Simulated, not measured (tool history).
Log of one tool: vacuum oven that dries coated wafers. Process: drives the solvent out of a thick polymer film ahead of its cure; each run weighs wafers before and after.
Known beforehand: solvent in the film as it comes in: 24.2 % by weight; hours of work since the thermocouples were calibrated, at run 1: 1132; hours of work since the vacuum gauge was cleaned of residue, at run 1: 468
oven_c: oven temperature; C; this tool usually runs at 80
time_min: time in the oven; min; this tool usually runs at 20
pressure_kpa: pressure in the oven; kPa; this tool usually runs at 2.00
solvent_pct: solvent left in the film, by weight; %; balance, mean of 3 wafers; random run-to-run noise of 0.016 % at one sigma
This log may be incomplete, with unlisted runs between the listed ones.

run,hour,oven_c,time_min,pressure_kpa,hours of work since the thermocouples were calibrated,hours of work since the vacuum gauge was cleaned of residue,solvent_pct
1,0.0,80,20,2.00,1132,468,3.69
2,17.1,80,20,2.00,1143,479,3.69
3,36.0,80,23,2.00,1155,491,3.07
4,47.2,80,20,2.00,1163,499,3.68
5,61.5,80,20,2.00,1172,508,3.68
6,75.5,80,13,2.00,1181,517,6.15
7,96.1,80,13,2.00,1195,531,6.16
8,112.0,80,13,2.00,1205,541,6.17
9,125.6,80,13,2.00,1214,550,6.19
10,145.1,80,35,2.00,1227,563,1.84
11,166.4,80,20,2.00,1241,577,3.71
12,191.7,80,28,2.00,1258,594,2.38
13,211.4,80,20,2.00,1271,607,3.68
14,236.9,80,14,2.00,1287,624,5.71
# hour 242.4: oven's thermocouples calibrated
15,262.1,80,14,2.00,13,639,5.70
16,274.6,80,20,2.00,21,647,3.65
17,286.8,86,20,2.00,29,655,2.04
18,312.7,80,20,2.00,46,672,3.69
19,325.7,80,20,2.00,55,681,3.71
20,336.5,80,20,2.00,62,688,3.69
21,354.9,67,20,2.00,74,700,9.47
22,372.9,80,20,2.00,86,712,3.66
23,394.8,80,20,2.00,100,726,3.69
24,411.5,71,12,4.22,111,737,12.12
25,433.6,71,12,4.22,126,751,12.15
26,459.5,71,11,6.85,143,768,14.12
27,478.1,69,19,3.07,155,781,9.62
28,497.1,76,23,2.91,167,793,5.06
29,512.6,86,24,2.37,178,803,1.79
30,524.9,80,29,1.88,186,812,2.20
31,541.2,85,18,1.10,196,822,2.16
32,563.4,67,20,2.00,211,837,9.44
33,576.1,71,33,6.57,219,845,8.50
34,589.4,79,12,6.57,228,854,9.52
35,605.4,80,18,2.00,239,864,4.24
36,617.9,76,20,2.00,247,873,5.24
37,632.4,80,20,1.21,256,882,3.20
38,644.8,70,20,1.18,264,890,7.40
39,660.3,81,16,1.18,275,900,4.04
40,684.3,81,12,1.18,290,916,5.85
41,701.1,87,30,1.18,302,927,0.78
42,721.3,72,10,3.87,315,941,12.55
43,738.5,72,15,3.87,326,952,10.10
44,761.9,80,23,1.68,342,967,2.85
45,774.7,70,36,2.09,350,976,4.59
46,800.9,70,36,2.09,367,993,4.60

Here are 5 independent what-if runs from the current tool condition. What would each one return?
A,817.9,80,31,2.00,378,1004,?
B,817.9,87,36,1.11,378,1004,?
C,817.9,90,36,2.38,378,1004,?
D,817.9,92,20,7.23,378,1004,?
E,817.9,70,36,1.11,378,1004,?

run,solvent_pct
A,2.08
B,0.63
C,1.10
D,3.33
E,3.71
Take away the tool's hidden state, keep each run's random variation, and the runs would have read:
run,solvent_pct
A,2.08
B,0.63
C,1.10
D,3.33
E,3.71
